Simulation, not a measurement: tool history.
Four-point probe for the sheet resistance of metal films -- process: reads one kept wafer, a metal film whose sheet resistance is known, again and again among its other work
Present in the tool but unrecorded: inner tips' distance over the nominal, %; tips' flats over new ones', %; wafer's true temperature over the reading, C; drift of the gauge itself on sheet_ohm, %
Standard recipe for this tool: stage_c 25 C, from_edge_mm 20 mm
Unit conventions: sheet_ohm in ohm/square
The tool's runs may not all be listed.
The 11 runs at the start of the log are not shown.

| run | day | stage_c | from_edge_mm | touches since the probe head was changed | hours of work since the stage's thermometer was calibrated | sheet_ohm |
|---|---|---|---|---|---|---|
| 12 | 5.600 | 29 | 20 | 9129 | 864 | 11.420309 |
| 13 | 5.979 | 25 | 20 | 9367 | 869 | 11.432478 |
| 14 | 6.262 | 25 | 20 | 9548 | 873 | 11.432792 |
| 15 | 6.875 | 25 | 20 | 9934 | 882 | 11.438010 |
| 16 | 7.233 | 20 | 20 | 10161 | 887 | 11.461252 |
| 17 | 7.746 | 20 | 20 | 10486 | 894 | 11.457465 |
| 18 | 8.233 | 22 | 20 | 10796 | 900 | 11.447733 |
| 19 | 8.833 | 22 | 20 | 11174 | 909 | 11.453747 |
| 20 | 9.100 | 22 | 20 | 11343 | 912 | 11.445645 |
| 21 | 9.521 | 22 | 20 | 11610 | 918 | 11.451834 |
| 22 | 10.067 | 22 | 20 | 11956 | 926 | 11.452938 |
| 23 | 10.617 | 21 | 44 | 12303 | 934 | 11.441765 |
| 24 | 11.221 | 25 | 60 | 12687 | 942 | 11.420748 |
| 25 | 11.838 | 25 | 4 | 13076 | 950 | 11.793861 |
| 26 | 12.379 | 25 | 4 | 13420 | 958 | 11.787915 |
| 27 | 12.658 | 30 | 4 | 13597 | 962 | 11.768729 |
| 28 | 13.233 | 30 | 14 | 13958 | 970 | 11.428829 |
| 29 | 13.496 | 20 | 10 | 14125 | 973 | 11.508995 |
| 30 | 13.842 | 23 | 23 | 14346 | 978 | 11.439620 |
| 31 | 14.271 | 23 | 23 | 14617 | 984 | 11.440500 |
| 32 | 14.883 | 22 | 4 | 15003 | 993 | 11.803428 |
| 33 | 15.346 | 25 | 4 | 15297 | 999 | 11.788812 |
| 34 | 15.954 | 25 | 4 | 15683 | 1008 | 11.793151 |
| 35 | 16.371 | 31 | 5 | 15945 | 1013 | 11.633308 |

Branching from run 35: 4 alternative next runs. What would each branch give?
| A | 16.667 | 19 | 38 | 16133 | 1018 | ? |
| B | 16.667 | 25 | 20 | 16133 | 1018 | ? |
| C | 16.667 | 29 | 9 | 16133 | 1018 | ? |
| D | 16.667 | 23 | 4 | 16133 | 1018 | ? |

| run | sheet_ohm |
|---|---|
| A | 11.454685 |
| B | 11.437256 |
| C | 11.476005 |
| D | 11.802431 |
Without the tool's hidden state the same runs would have given:
| run | sheet_ohm |
|---|---|
| A | 11.461882 |
| B | 11.444671 |
| C | 11.483586 |
| D | 11.809956 |
